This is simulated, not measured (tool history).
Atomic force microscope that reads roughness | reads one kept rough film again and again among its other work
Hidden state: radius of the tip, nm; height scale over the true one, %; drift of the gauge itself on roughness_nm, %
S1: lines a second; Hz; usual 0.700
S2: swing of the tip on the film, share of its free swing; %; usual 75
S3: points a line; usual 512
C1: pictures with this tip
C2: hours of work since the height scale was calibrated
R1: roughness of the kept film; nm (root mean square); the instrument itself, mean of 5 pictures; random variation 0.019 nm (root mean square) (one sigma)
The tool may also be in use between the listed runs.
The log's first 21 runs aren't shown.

run,day,S1,S2,S3,C1,C2,R1
22,7.138,0.700,75,979,118,367,4.696
23,7.438,0.700,75,552,132,373,4.630
# day 7.746: new tip fitted
24,7.783,0.700,75,512,2,379,4.614
25,8.088,0.700,75,512,17,385,4.661
26,8.338,1.191,75,512,28,390,4.599
27,8.775,1.146,57,583,49,398,4.734
28,9.075,1.071,61,512,64,404,4.667
29,9.442,0.700,65,512,81,411,4.690
30,9.842,0.527,75,945,100,418,4.684
31,10.229,0.527,75,945,118,426,4.670
32,10.471,0.700,71,512,130,430,4.693
# day 10.812: new tip fitted
33,10.946,0.789,90,829,6,439,4.557
34,11.183,0.789,90,829,18,444,4.533
35,11.496,1.016,85,410,32,450,4.514
36,11.754,1.016,85,410,45,455,4.549
37,12.108,1.029,65,306,61,461,4.650
38,12.404,1.029,65,306,75,467,4.660
39,12.867,1.342,65,916,97,476,4.666

The next listed run, before its measurement:
40,13.162,1.342,65,916,111,482,?

Run 40 gave R1 4.689 nm (root mean square).
Without the tool's hidden state the same run would have given R1 4.696 nm (root mean square).

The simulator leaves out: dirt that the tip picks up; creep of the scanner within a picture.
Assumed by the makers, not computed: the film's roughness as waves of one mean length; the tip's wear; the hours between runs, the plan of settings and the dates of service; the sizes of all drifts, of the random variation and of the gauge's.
